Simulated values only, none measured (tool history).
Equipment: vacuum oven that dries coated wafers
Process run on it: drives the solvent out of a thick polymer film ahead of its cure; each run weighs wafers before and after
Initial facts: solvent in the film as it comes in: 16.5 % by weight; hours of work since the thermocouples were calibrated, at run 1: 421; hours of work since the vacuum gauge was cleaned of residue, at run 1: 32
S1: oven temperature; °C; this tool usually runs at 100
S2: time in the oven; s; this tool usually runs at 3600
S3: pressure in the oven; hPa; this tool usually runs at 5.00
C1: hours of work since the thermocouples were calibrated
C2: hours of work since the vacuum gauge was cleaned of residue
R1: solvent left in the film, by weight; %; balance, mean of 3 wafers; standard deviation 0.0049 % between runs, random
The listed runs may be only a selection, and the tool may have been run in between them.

Run 1, hour 0.0: usual settings; C1 421; C2 32. Result: R1 0.686 %.
Run 2, hour 11.2: usual settings but S1 91 °C; C1 430; C2 41. Result: R1 1.826 %.
Run 3, hour 21.1: usual settings but S1 91 °C; C1 437; C2 49. Result: R1 1.821 %.
Run 4, hour 30.2: usual settings but S1 91 °C; C1 444; C2 56. Result: R1 1.830 %.
Run 5, hour 35.8: usual settings but S2 2340 s; C1 449; C2 60. Result: R1 1.802 %.
Run 6, hour 44.6: usual settings but S1 98 °C; C1 456; C2 67. Result: R1 0.870 %.
Run 7, hour 56.1: usual settings but S1 98 °C, S2 6300 s; C1 464; C2 76. Result: R1 0.228 %.
Run 8, hour 66.1: usual settings but S1 98 °C, S2 6300 s; C1 472; C2 83. Result: R1 0.225 %.
Run 9, hour 71.7: usual settings but S2 3060 s, S3 17.89 hPa; C1 476; C2 88. Result: R1 1.352 %.
Run 10, hour 78.1: usual settings but S2 4500 s; C1 481; C2 93. Result: R1 0.387 %.
Run 11, hour 89.5: usual settings but S1 114 °C, S2 4500 s, S3 14.53 hPa; C1 490; C2 101. Result: R1 0.259 %.
Run 12, hour 98.6: usual settings but S1 102 °C, S2 4200 s, S3 4.89 hPa; C1 497; C2 108. Result: R1 0.354 %.
Run 13, hour 106.0: usual settings but S1 86 °C, S2 3960 s, S3 10.95 hPa; C1 503; C2 114. Result: R1 2.625 %.
Run 14, hour 116.5: usual settings but S1 86 °C, S2 3960 s, S3 10.95 hPa; C1 511; C2 122. Result: R1 2.634 %.
Run 15, hour 125.4: usual settings but S1 86 °C, S2 3960 s, S3 10.95 hPa; C1 518; C2 129. Result: R1 2.634 %.
Run 16, hour 132.9: usual settings but S1 114 °C, S2 4020 s, S3 3.05 hPa; C1 524; C2 135. Result: R1 0.074 %.

Some steps in R1 between neighbouring runs. How much of each would the tool show without its hidden state too (settings, what came in, random variation), and how much is left for the hidden state, with any gauge scatter that isn't in both results?
What the log doesn't record here: true wafer temperature over the reading, C; true pressure over the reading, kPa; drift of the gauge itself on solvent_pct, %.
Run 15 -> 16: S1 86 -> 114, S2 3960 -> 4020, S3 10.95 -> 3.05. R1 -2.560 %: hidden state +0.082, all else -2.642.

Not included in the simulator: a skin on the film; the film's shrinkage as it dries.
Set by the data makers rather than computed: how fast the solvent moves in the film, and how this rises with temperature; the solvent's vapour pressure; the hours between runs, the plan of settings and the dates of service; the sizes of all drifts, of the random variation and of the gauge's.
